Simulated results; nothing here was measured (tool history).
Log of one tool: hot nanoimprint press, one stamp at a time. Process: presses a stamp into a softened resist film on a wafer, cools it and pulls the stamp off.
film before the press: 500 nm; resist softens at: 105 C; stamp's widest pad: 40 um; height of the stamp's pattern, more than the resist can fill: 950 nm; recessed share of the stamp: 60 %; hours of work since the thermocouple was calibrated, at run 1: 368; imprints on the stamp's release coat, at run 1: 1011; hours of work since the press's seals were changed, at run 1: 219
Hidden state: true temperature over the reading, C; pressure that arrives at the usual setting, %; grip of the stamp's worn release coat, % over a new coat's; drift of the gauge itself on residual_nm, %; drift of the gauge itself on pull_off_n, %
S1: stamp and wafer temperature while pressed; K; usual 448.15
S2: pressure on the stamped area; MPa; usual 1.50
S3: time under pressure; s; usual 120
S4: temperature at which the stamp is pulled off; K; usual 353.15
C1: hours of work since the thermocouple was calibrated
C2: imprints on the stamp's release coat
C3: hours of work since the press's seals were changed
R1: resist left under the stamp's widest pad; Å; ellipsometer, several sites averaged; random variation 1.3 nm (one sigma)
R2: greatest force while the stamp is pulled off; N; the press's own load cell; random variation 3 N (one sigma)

run	hour	S1	S2	S3	S4	C1	C2	C3	R1	R2
1	0.0	448.15	1.50	120	353.15	368	1011	219	2424	148
2	7.9	448.15	1.50	120	353.15	372	1026	223	2400	145
3	15.1	448.15	1.50	120	353.15	375	1040	227	2388	140
4	28.2	448.15	1.50	120	352.15	382	1065	234	2427	143
5	36.3	448.15	1.50	120	352.15	386	1080	238	2428	149
6	46.6	448.15	1.50	120	352.15	391	1099	243	2392	144
7	59.7	448.15	1.50	138	352.15	398	1124	249	2291	145
8	74.0	448.15	1.50	138	352.15	405	1151	257	2293	149
# hour 82.6: stamp cleaned and given a new release coat
# hour 98.4: plate thermocouple calibrated
9	98.4	448.15	1.50	138	352.15	0	24	264	2269	142
10	108.0	448.15	1.50	138	352.15	5	42	269	2306	141
11	118.5	448.15	1.50	138	352.15	10	62	275	2307	141
12	127.1	448.15	1.50	138	352.15	14	78	279	2305	143
13	138.2	448.15	1.50	138	352.15	20	100	285	2280	143
14	154.1	448.15	1.83	120	347.15	28	130	293	2250	162
15	163.5	437.15	1.31	120	342.15	33	147	297	3421	175
16	177.7	451.15	1.50	217	353.15	40	174	305	1754	144
17	185.3	451.15	1.50	217	353.15	44	188	308	1766	140
18	193.6	448.15	1.50	88	360.15	48	204	313	2698	121
19	202.8	448.15	1.50	88	360.15	53	222	317	2736	121

Forecast each of these 4 alternatives for the next run:
A	209.7	448.15	2.03	190	353.15	56	235	321	?	?
B	209.7	447.15	2.33	88	360.15	56	235	321	?	?
C	209.7	437.15	2.37	123	360.15	56	235	321	?	?
D	209.7	459.15	1.50	88	361.15	56	235	321	?	?

run	R1	R2
A	1780	137
B	2381	121
C	2795	126
D	2038	119
Without the tool's hidden state the same runs would have given:
run	R1	R2
A	1753	137
B	2345	121
C	2754	126
D	2008	119

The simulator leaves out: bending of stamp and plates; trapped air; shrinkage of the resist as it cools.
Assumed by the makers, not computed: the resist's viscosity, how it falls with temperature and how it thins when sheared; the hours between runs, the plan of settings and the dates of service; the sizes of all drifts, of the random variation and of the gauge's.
